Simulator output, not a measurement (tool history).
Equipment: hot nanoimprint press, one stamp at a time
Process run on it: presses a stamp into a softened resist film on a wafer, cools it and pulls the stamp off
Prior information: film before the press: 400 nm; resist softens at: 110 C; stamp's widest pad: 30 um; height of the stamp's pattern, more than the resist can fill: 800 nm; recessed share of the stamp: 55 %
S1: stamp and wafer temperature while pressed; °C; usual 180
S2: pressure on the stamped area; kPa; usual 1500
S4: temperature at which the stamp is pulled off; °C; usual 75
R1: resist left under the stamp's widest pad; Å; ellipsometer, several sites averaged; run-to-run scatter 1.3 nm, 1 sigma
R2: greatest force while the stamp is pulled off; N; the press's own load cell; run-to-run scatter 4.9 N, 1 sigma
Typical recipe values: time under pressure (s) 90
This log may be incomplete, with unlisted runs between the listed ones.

run 1 hour=0.0 | S1=180 S2=1500 time_under_pressure_(s)=90 S4=75 | R1=2035 R2=281
run 2 hour=20.1 | S1=180 S2=1500 time_under_pressure_(s)=90 S4=75 | R1=2039 R2=280
run 3 hour=35.7 | S1=184 S2=1500 time_under_pressure_(s)=90 S4=75 | R1=1664 R2=296
run 4 hour=48.6 | S1=184 S2=1500 time_under_pressure_(s)=90 S4=75 | R1=1671 R2=289
run 5 hour=65.6 | S1=184 S2=1500 time_under_pressure_(s)=90 S4=75 | R1=1647 R2=292
run 6 hour=75.4 | S1=184 S2=1500 time_under_pressure_(s)=90 S4=75 | R1=1656 R2=293
run 7 hour=91.6 | S1=184 S2=1500 time_under_pressure_(s)=90 S4=75 | R1=1661 R2=286
run 8 hour=111.5 | S1=184 S2=1500 time_under_pressure_(s)=90 S4=75 | R1=1676 R2=306
run 9 hour=122.8 | S1=180 S2=1500 time_under_pressure_(s)=90 S4=75 | R1=2007 R2=298
run 10 hour=137.7 | S1=180 S2=1500 time_under_pressure_(s)=90 S4=75 | R1=2024 R2=295
run 11 hour=148.9 | S1=180 S2=1500 time_under_pressure_(s)=90 S4=75 | R1=1997 R2=309
run 12 hour=157.8 | S1=180 S2=1500 time_under_pressure_(s)=90 S4=75 | R1=1987 R2=301
-- hour=175.1 stamp cleaned and given a new release coat
run 13 hour=180.9 | S1=180 S2=1500 time_under_pressure_(s)=90 S4=75 | R1=1999 R2=234
run 14 hour=200.1 | S1=180 S2=1500 time_under_pressure_(s)=90 S4=75 | R1=2002 R2=248
run 15 hour=209.2 | S1=180 S2=1500 time_under_pressure_(s)=90 S4=75 | R1=1988 R2=241
run 16 hour=220.5 | S1=180 S2=1500 time_under_pressure_(s)=90 S4=78 | R1=1974 R2=232
run 17 hour=229.3 | S1=180 S2=1500 time_under_pressure_(s)=90 S4=78 | R1=1973 R2=232
run 18 hour=247.4 | S1=173 S2=2320 time_under_pressure_(s)=48 S4=71 | R1=2795 R2=263
run 19 hour=261.7 | S1=173 S2=2320 time_under_pressure_(s)=48 S4=71 | R1=2807 R2=277
run 20 hour=278.9 | S1=173 S2=2320 time_under_pressure_(s)=48 S4=71 | R1=2771 R2=262
run 21 hour=290.4 | S1=176 S2=1230 time_under_pressure_(s)=52 S4=72 | R1=2912 R2=261
run 22 hour=304.0 | S1=176 S2=2040 time_under_pressure_(s)=52 S4=65 | R1=2512 R2=299
run 23 hour=316.8 | S1=180 S2=1500 time_under_pressure_(s)=103 S4=78 | R1=1885 R2=252
run 24 hour=326.5 | S1=179 S2=1500 time_under_pressure_(s)=103 S4=78 | R1=1965 R2=243
run 25 hour=343.0 | S1=179 S2=1500 time_under_pressure_(s)=103 S4=78 | R1=1979 R2=244
run 26 hour=351.9 | S1=169 S2=1910 time_under_pressure_(s)=98 S4=75 | R1=2824 R2=266
run 27 hour=369.6 | S1=186 S2=1170 time_under_pressure_(s)=79 S4=73 | R1=1738 R2=282

Predict the results of run 28:
run 28 hour=387.4 | S1=178 S2=1500 time_under_pressure_(s)=90 S4=75 | R1=? R2=?

{"run 28": {"R1": 2155, "R2": 278}}
On a tool with no hidden condition, and with the same random variation, this run would have come out at R1 2260 Å, R2 246 N.
